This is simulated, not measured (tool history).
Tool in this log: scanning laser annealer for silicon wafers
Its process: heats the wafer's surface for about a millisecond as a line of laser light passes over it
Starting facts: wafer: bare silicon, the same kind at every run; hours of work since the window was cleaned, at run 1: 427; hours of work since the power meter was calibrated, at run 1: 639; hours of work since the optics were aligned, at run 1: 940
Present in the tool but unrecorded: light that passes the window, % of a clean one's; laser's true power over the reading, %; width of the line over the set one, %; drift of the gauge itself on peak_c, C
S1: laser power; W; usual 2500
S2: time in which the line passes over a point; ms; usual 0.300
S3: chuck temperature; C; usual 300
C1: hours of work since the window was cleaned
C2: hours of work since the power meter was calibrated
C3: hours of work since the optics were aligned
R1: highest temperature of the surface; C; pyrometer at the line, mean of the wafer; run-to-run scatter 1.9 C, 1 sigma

run 1 day=0.000 | S1=2500 S2=0.300 S3=300 | C1=427 C2=639 C3=940 | R1=1115
run 2 day=3.908 | S1=2737 S2=0.300 S3=300 | C1=495 C2=706 C3=1008 | R1=1214
run 3 day=6.933 | S1=2737 S2=0.300 S3=300 | C1=547 C2=759 C3=1060 | R1=1216
run 4 day=10.783 | S1=2737 S2=0.300 S3=300 | C1=614 C2=825 C3=1127 | R1=1217
run 5 day=14.525 | S1=2737 S2=0.300 S3=300 | C1=679 C2=890 C3=1192 | R1=1220
run 6 day=16.683 | S1=2737 S2=0.300 S3=300 | C1=716 C2=928 C3=1229 | R1=1216
run 7 day=18.596 | S1=2737 S2=0.300 S3=300 | C1=749 C2=961 C3=1263 | R1=1216
run 8 day=21.325 | S1=2420 S2=0.300 S3=300 | C1=797 C2=1008 C3=1310 | R1=1086
-- day=23.146 optics aligned, line set to its width
run 9 day=23.800 | S1=2500 S2=0.300 S3=301 | C1=836 C2=1047 C3=11 | R1=1118
run 10 day=26.454 | S1=2500 S2=0.300 S3=301 | C1=882 C2=1093 C3=57 | R1=1117
-- day=27.362 window over the wafer cleaned
run 11 day=30.304 | S1=2500 S2=0.300 S3=301 | C1=51 C2=1159 C3=123 | R1=1121
run 12 day=34.229 | S1=2500 S2=0.300 S3=301 | C1=119 C2=1227 C3=191 | R1=1119
run 13 day=38.225 | S1=2500 S2=0.300 S3=300 | C1=188 C2=1296 C3=260 | R1=1119
run 14 day=40.767 | S1=2500 S2=0.300 S3=300 | C1=232 C2=1340 C3=304 | R1=1119
run 15 day=42.504 | S1=2500 S2=0.300 S3=300 | C1=262 C2=1370 C3=334 | R1=1115
run 16 day=45.225 | S1=2500 S2=0.300 S3=300 | C1=309 C2=1417 C3=381 | R1=1116
run 17 day=47.821 | S1=2500 S2=0.300 S3=300 | C1=355 C2=1462 C3=426 | R1=1117
run 18 day=49.904 | S1=2500 S2=0.300 S3=300 | C1=391 C2=1498 C3=462 | R1=1117
run 19 day=51.642 | S1=2500 S2=0.300 S3=300 | C1=421 C2=1529 C3=492 | R1=1118
run 20 day=54.529 | S1=2500 S2=0.300 S3=300 | C1=471 C2=1579 C3=542 | R1=1120
run 21 day=57.192 | S1=2500 S2=0.300 S3=300 | C1=517 C2=1625 C3=589 | R1=1118
run 22 day=58.879 | S1=2500 S2=0.300 S3=300 | C1=546 C2=1654 C3=618 | R1=1119
run 23 day=62.975 | S1=2161 S2=0.216 S3=301 | C1=617 C2=1725 C3=689 | R1=884
run 24 day=65.917 | S1=2161 S2=0.216 S3=319 | C1=668 C2=1776 C3=740 | R1=905
run 25 day=69.829 | S1=2657 S2=0.235 S3=338 | C1=736 C2=1844 C3=808 | R1=1124
run 26 day=71.754 | S1=2657 S2=0.235 S3=338 | C1=769 C2=1877 C3=841 | R1=1124
run 27 day=74.517 | S1=2657 S2=0.342 S3=338 | C1=817 C2=1925 C3=889 | R1=1279
run 28 day=76.946 | S1=2398 S2=0.264 S3=318 | C1=859 C2=1967 C3=931 | R1=1051
-- day=79.375 window over the wafer cleaned
run 29 day=79.542 | S1=2663 S2=0.221 S3=313 | C1=3 C2=2011 C3=974 | R1=1079
run 30 day=83.529 | S1=2500 S2=0.229 S3=286 | C1=72 C2=2080 C3=1044 | R1=1001
run 31 day=85.700 | S1=2263 S2=0.300 S3=300 | C1=110 C2=2117 C3=1081 | R1=1018
run 32 day=88.267 | S1=2603 S2=0.302 S3=300 | C1=154 C2=2162 C3=1126 | R1=1159
run 33 day=90.688 | S1=2642 S2=0.250 S3=276 | C1=196 C2=2204 C3=1168 | R1=1075
run 34 day=92.938 | S1=2642 S2=0.250 S3=276 | C1=235 C2=2243 C3=1207 | R1=1080
run 35 day=96.142 | S1=2199 S2=0.217 S3=276 | C1=291 C2=2298 C3=1262 | R1=875

For run 36, what comes out?
run 36 day=99.892 | S1=2199 S2=0.217 S3=276 | C1=355 C2=2363 C3=1327 | R1=?

Logged for run 36: R1 873 C.
With no hidden state in the tool, this same run would have given R1 874 C.

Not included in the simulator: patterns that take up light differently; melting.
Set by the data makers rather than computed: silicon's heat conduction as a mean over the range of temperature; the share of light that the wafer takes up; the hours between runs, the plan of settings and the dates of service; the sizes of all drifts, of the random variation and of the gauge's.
